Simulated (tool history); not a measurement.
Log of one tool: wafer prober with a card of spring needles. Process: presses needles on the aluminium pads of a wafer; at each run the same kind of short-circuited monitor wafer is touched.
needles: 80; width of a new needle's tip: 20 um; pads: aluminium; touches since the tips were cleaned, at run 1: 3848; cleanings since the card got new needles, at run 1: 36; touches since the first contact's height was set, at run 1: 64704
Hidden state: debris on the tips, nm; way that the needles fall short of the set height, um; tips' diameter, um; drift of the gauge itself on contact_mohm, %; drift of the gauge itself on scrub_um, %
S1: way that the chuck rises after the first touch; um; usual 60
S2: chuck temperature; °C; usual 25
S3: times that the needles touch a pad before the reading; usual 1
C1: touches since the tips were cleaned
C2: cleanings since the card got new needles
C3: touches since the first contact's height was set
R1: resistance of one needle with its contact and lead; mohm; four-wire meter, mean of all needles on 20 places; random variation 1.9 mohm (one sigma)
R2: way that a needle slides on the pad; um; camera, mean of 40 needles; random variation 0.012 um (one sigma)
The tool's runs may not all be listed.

Run 1, hour 0: usual settings; C1 3848; C2 36; C3 64704. Result: R1 228 mohm, R2 10.52 um.
At hour 5.3: tips cleaned on abrasive film.
At hour 14.3: height of the first contact set anew.
Run 2, hour 14.3: usual settings; C1 2460; C2 37; C3 0. Result: R1 226 mohm, R2 10.42 um.
Run 3, hour 23: usual settings; C1 4917; C2 37; C3 2457. Result: R1 240 mohm, R2 10.4 um.
At hour 24.1: tips cleaned on abrasive film.
Run 4, hour 40.5: usual settings; C1 4637; C2 38; C3 7377. Result: R1 236 mohm, R2 10.39 um.
At hour 42.3: tips cleaned on abrasive film.
At hour 59.9: height of the first contact set anew, once more.
At hour 61: tips cleaned on abrasive film.
Run 5, hour 61.1: usual settings but S2 83 °C; C1 9; C2 40; C3 303. Result: R1 219 mohm, R2 10.73 um.
Run 6, hour 77.8: usual settings but S2 69 °C; C1 4746; C2 40; C3 5040. Result: R1 241 mohm, R2 10.73 um.
At hour 79.4: tips cleaned on abrasive film.
At hour 97.2: tips cleaned on abrasive film.
Run 7, hour 97.2: usual settings but S1 45 um; C1 0; C2 42; C3 10486. Result: R1 213 mohm, R2 8.01 um.
Run 8, hour 109.5: usual settings but S2 31 °C; C1 3461; C2 42; C3 13947. Result: R1 232 mohm, R2 10.71 um.
At hour 115: tips cleaned on abrasive film.
Run 9, hour 122.1: usual settings but S2 31 °C; C1 2000; C2 43; C3 17481. Result: R1 223 mohm, R2 10.71 um.
Run 10, hour 130.5: usual settings but S2 31 °C; C1 4374; C2 43; C3 19855. Result: R1 235 mohm, R2 10.68 um.
At hour 133.3: tips cleaned on abrasive film.
Run 11, hour 141: usual settings but S2 99 °C; C1 2187; C2 44; C3 22819. Result: R1 238 mohm, R2 10.67 um.
At hour 151: tips cleaned on abrasive film.
Run 12, hour 154.3: usual settings but S2 99 °C; C1 927; C2 45; C3 26538. Result: R1 227 mohm, R2 10.65 um.
At hour 168.7: tips cleaned on abrasive film.
Run 13, hour 173.6: usual settings; C1 1400; C2 46; C3 31989. Result: R1 217 mohm, R2 10.62 um.
At hour 187.5: tips cleaned on abrasive film.
Run 14, hour 190.8: usual settings; C1 930; C2 47; C3 36827. Result: R1 216 mohm, R2 10.6 um.
At hour 205.4: tips cleaned on abrasive film.
Run 15, hour 205.9: usual settings; C1 145; C2 48; C3 41054. Result: R1 209 mohm, R2 10.58 um.
Run 16, hour 214.6: usual settings; C1 2621; C2 48; C3 43530. Result: R1 224 mohm, R2 10.57 um.
At hour 223.5: tips cleaned on abrasive film.
Run 17, hour 232.7: usual settings; C1 2605; C2 49; C3 48604. Result: R1 224 mohm, R2 10.55 um.
At hour 241.2: tips cleaned on abrasive film.
Run 18, hour 248.9: usual settings; C1 2186; C2 50; C3 53184. Result: R1 224 mohm, R2 10.55 um.
At hour 260.2: tips cleaned on abrasive film.
Run 19, hour 266.8: usual settings but S1 59 um, S2 76 °C, S3 2; C1 1866; C2 51; C3 58205. Result: R1 225 mohm, R2 10.34 um.
At hour 277.9: tips cleaned on abrasive film.
Run 20, hour 279.2: usual settings but S2 100 °C, S3 3; C1 385; C2 52; C3 61692. Result: R1 221 mohm, R2 10.51 um.
At hour 296.1: tips cleaned on abrasive film.
Run 21, hour 297.2: usual settings but S2 100 °C, S3 3; C1 315; C2 53; C3 66764. Result: R1 219 mohm, R2 10.51 um.
At hour 305.4: height of the first contact set anew.
Run 22, hour 308.7: usual settings but S1 69 um, S2 62 °C; C1 3477; C2 53; C3 925. Result: R1 232 mohm, R2 12.36 um.
At hour 314.7: tips cleaned on abrasive film.
Run 23, hour 328.7: usual settings but S1 46 um, S2 115 °C; C1 3971; C2 54; C3 6554. Result: R1 273 mohm, R2 8.23 um.
At hour 332.5: tips cleaned on abrasive film.
Run 24, hour 349.3: usual settings but S1 50 um, S2 74 °C; C1 4757; C2 55; C3 12350. Result: R1 262 mohm, R2 8.93 um.
At hour 350.5: tips cleaned on abrasive film.
Run 25, hour 367.2: usual settings but S1 50 um, S2 74 °C; C1 4722; C2 56; C3 17393. Result: R1 265 mohm, R2 8.89 um.
At hour 368.3: tips cleaned on abrasive film.
At hour 387.2: tips cleaned on abrasive film.
Run 26, hour 387.5: usual settings but S1 50 um, S2 74 °C; C1 81; C2 58; C3 23085. Result: R1 222 mohm, R2 8.84 um.
Run 27, hour 401.9: usual settings but S1 78 um, S2 123 °C; C1 4155; C2 58; C3 27159. Result: R1 237 mohm, R2 13.86 um.
At hour 405.1: tips cleaned on abrasive film.
Run 28, hour 419.2: usual settings but S1 56 um, S2 48 °C, S3 2; C1 3986; C2 59; C3 32010. Result: R1 229 mohm, R2 9.91 um.
At hour 423.2: tips cleaned on abrasive film.
Run 29, hour 435.6: usual settings but S1 56 um, S2 48 °C, S3 2; C1 3508; C2 60; C3 36642. Result: R1 228 mohm, R2 9.86 um.
At hour 441.8: tips cleaned on abrasive film.
Run 30, hour 449.2: usual settings but S1 72 um, S2 72 °C, S3 2; C1 2120; C2 61; C3 40464. Result: R1 220 mohm, R2 12.72 um.
At hour 460.7: tips cleaned on abrasive film.
Run 31, hour 467.1: usual settings but S2 31 °C; C1 1808; C2 62; C3 45490. Result: R1 222 mohm, R2 10.58 um.

Some steps in R1 between neighbouring runs. How much of each would the tool show without its hidden state too (settings, what came in, random variation), and how much is left for the hidden state, with any gauge scatter that isn't in both results?
Run 4 -> 5: S2 25 -> 83, tips cleaned on abrasive film, height of the first contact set anew, once more, tips cleaned on abrasive film. R1 -17 mohm: hidden state -32, all else +15.
Run 5 -> 6: S2 83 -> 69. R1 +22 mohm: hidden state +28, all else -6.
Run 6 -> 7: S1 60 -> 45, S2 69 -> 25, tips cleaned on abrasive film, tips cleaned on abrasive film. R1 -28 mohm: hidden state -27, all else -1.
Run 22 -> 23: S1 69 -> 46, S2 62 -> 115, tips cleaned on abrasive film. R1 +41 mohm: hidden state +23, all else +18.
Run 25 -> 26: tips cleaned on abrasive film, tips cleaned on abrasive film. R1 -43 mohm: hidden state -40, all else -3.

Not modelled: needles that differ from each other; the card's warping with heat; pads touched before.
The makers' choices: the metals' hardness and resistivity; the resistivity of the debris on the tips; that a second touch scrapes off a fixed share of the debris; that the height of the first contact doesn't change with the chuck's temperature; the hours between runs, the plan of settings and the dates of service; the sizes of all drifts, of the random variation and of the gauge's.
